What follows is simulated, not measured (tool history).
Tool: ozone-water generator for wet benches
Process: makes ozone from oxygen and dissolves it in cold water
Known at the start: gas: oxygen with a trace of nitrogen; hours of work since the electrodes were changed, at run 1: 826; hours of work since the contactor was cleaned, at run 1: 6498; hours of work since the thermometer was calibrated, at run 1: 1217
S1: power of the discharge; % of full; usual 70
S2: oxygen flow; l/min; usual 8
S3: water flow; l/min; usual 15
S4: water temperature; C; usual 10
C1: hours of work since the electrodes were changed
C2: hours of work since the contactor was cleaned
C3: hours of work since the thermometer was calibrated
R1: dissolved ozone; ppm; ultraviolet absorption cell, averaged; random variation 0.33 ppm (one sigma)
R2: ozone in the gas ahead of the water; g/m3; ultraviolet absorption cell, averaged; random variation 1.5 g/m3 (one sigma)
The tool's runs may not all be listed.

{"run": 1, "hour": 0.0, "S1": 70, "S2": 8, "S3": 15, "S4": 10, "C1": 826, "C2": 6498, "C3": 1217, "R1": 51.9, "R2": 277.9}
{"run": 2, "hour": 79.7, "S1": 70, "S2": 8, "S3": 15, "S4": 10, "C1": 878, "C2": 6550, "C3": 1269, "R1": 52.3, "R2": 278.3}
{"run": 3, "hour": 190.5, "S1": 70, "S2": 8, "S3": 13, "S4": 10, "C1": 951, "C2": 6623, "C3": 1342, "R1": 58.7, "R2": 280}
{"run": 4, "hour": 245.7, "S1": 70, "S2": 8, "S3": 13, "S4": 10, "C1": 988, "C2": 6659, "C3": 1379, "R1": 57.7, "R2": 276.2}
{"run": 5, "hour": 307.6, "S1": 70, "S2": 8, "S3": 13, "S4": 10, "C1": 1029, "C2": 6700, "C3": 1419, "R1": 57.4, "R2": 281.3}
{"run": 6, "hour": 406.0, "S1": 70, "S2": 8, "S3": 13, "S4": 10, "C1": 1093, "C2": 6765, "C3": 1484, "R1": 58.3, "R2": 279.1}
{"run": 7, "hour": 492.7, "S1": 70, "S2": 8, "S3": 13, "S4": 10, "C1": 1150, "C2": 6822, "C3": 1541, "R1": 57.1, "R2": 277.3}
{"run": 8, "hour": 592.9, "S1": 70, "S2": 8, "S3": 13, "S4": 10, "C1": 1216, "C2": 6888, "C3": 1607, "R1": 58, "R2": 280.3}
{"run": 9, "hour": 656.2, "S1": 70, "S2": 8, "S3": 13, "S4": 10, "C1": 1258, "C2": 6930, "C3": 1649, "R1": 57.5, "R2": 278.2}
{"run": 10, "hour": 718.1, "S1": 70, "S2": 8, "S3": 13, "S4": 10, "C1": 1299, "C2": 6970, "C3": 1689, "R1": 58, "R2": 281}
{"run": 11, "hour": 812.9, "S1": 70, "S2": 8.02, "S3": 15, "S4": 10, "C1": 1361, "C2": 7033, "C3": 1752, "R1": 52, "R2": 277.9}
{"run": 12, "hour": 920.3, "S1": 70, "S2": 8.02, "S3": 15, "S4": 10, "C1": 1432, "C2": 7104, "C3": 1823, "R1": 52.2, "R2": 278.6}
{"run": 13, "hour": 978.4, "S1": 70, "S2": 8.02, "S3": 23, "S4": 10, "C1": 1470, "C2": 7142, "C3": 1861, "R1": 36.5, "R2": 278.5}
{"run": 14, "hour": 1063.7, "S1": 70, "S2": 8, "S3": 13, "S4": 10, "C1": 1526, "C2": 7198, "C3": 1917, "R1": 58.2, "R2": 282.1}
{"run": 15, "hour": 1162.1, "S1": 70, "S2": 8, "S3": 13, "S4": 10, "C1": 1591, "C2": 7263, "C3": 1982, "R1": 57.8, "R2": 279.6}
{"hour": 1245.7, "done": "contactor cleaned"}
{"run": 16, "hour": 1281.9, "S1": 70, "S2": 8, "S3": 13, "S4": 10, "C1": 1667, "C2": 24, "C3": 2058, "R1": 58.3, "R2": 281.2}
{"run": 17, "hour": 1354.2, "S1": 49, "S2": 8, "S3": 15, "S4": 10, "C1": 1715, "C2": 71, "C3": 2106, "R1": 38.6, "R2": 210.1}
{"run": 18, "hour": 1440.0, "S1": 49, "S2": 8, "S3": 15, "S4": 10, "C1": 1771, "C2": 128, "C3": 2162, "R1": 39, "R2": 210.7}
{"run": 19, "hour": 1502.3, "S1": 49, "S2": 8, "S3": 13, "S4": 5, "C1": 1812, "C2": 169, "C3": 2203, "R1": 47.6, "R2": 210.5}
{"run": 20, "hour": 1608.4, "S1": 49, "S2": 8, "S3": 13, "S4": 5, "C1": 1882, "C2": 239, "C3": 2273, "R1": 47, "R2": 209.7}
{"run": 21, "hour": 1715.2, "S1": 66, "S2": 7.61, "S3": 15, "S4": 10, "C1": 1953, "C2": 309, "C3": 2343, "R1": 50.6, "R2": 276.4}
{"run": 22, "hour": 1771.9, "S1": 66, "S2": 7.61, "S3": 15, "S4": 10, "C1": 1990, "C2": 346, "C3": 2380, "R1": 49.9, "R2": 278.4}
{"run": 23, "hour": 1858.2, "S1": 66, "S2": 7.61, "S3": 15, "S4": 10, "C1": 2047, "C2": 403, "C3": 2437, "R1": 50.2, "R2": 278.8}
{"run": 24, "hour": 1935.9, "S1": 66, "S2": 7.61, "S3": 15, "S4": 10, "C1": 2098, "C2": 454, "C3": 2488, "R1": 50.2, "R2": 278}
{"run": 25, "hour": 2049.6, "S1": 66, "S2": 7.61, "S3": 15, "S4": 10, "C1": 2173, "C2": 529, "C3": 2563, "R1": 50.5, "R2": 278.5}
{"run": 26, "hour": 2139.7, "S1": 66, "S2": 7.61, "S3": 15, "S4": 10, "C1": 2232, "C2": 588, "C3": 2623, "R1": 50.5, "R2": 278.7}
{"run": 27, "hour": 2232.0, "S1": 66, "S2": 7.61, "S3": 20, "S4": 10, "C1": 2293, "C2": 649, "C3": 2683, "R1": 40, "R2": 280.5}
{"run": 28, "hour": 2299.1, "S1": 66, "S2": 4.15, "S3": 22, "S4": 17, "C1": 2337, "C2": 693, "C3": 2728, "R1": 34.4, "R2": 416.4}
{"run": 29, "hour": 2389.6, "S1": 70, "S2": 5.01, "S3": 15, "S4": 10, "C1": 2396, "C2": 753, "C3": 2787, "R1": 55.7, "R2": 386.5}
{"run": 30, "hour": 2478.7, "S1": 75, "S2": 11.85, "S3": 12, "S4": 6, "C1": 2455, "C2": 812, "C3": 2846, "R1": 63.2, "R2": 233.1}
{"run": 31, "hour": 2585.0, "S1": 75, "S2": 11.85, "S3": 12, "S4": 6, "C1": 2525, "C2": 882, "C3": 2916, "R1": 62.9, "R2": 229.3}
{"run": 32, "hour": 2640.1, "S1": 75, "S2": 11.85, "S3": 12, "S4": 6, "C1": 2561, "C2": 918, "C3": 2952, "R1": 63, "R2": 233.1}
{"run": 33, "hour": 2702.4, "S1": 50, "S2": 11.85, "S3": 21, "S4": 16, "C1": 2602, "C2": 959, "C3": 2993, "R1": 24.9, "R2": 167.3}

Hidden state or all else? Some run-to-run changes of R2, split into what the settings, what came in and random variation would give without the hidden state, and what is left for the hidden state (with any gauge scatter that isn't in both results):
The hidden state here: yield of the discharge, % of new electrodes'; contactor's efficiency, % of a clean one's; true water temperature over the reading, C; drift of the gauge itself on ozone_ppm, %; drift of the gauge itself on gas_g_m3, %.
Run 16 -> 17: S1 70 -> 49, S3 13 -> 15. R2 -71.1 g/m3: hidden state -0.7, all else -70.4.
Run 27 -> 28: S2 7.61 -> 4.15, S3 20 -> 22, S4 10 -> 17. R2 +135.9 g/m3: hidden state +2.8, all else +133.1.
Run 29 -> 30: S1 70 -> 75, S2 5.01 -> 11.85, S3 15 -> 12, S4 10 -> 6. R2 -153.4 g/m3: hidden state -3, all else -150.4.
Run 32 -> 33: S1 75 -> 50, S3 12 -> 21, S4 6 -> 16. R2 -65.8 g/m3: hidden state -1.4, all else -64.4.
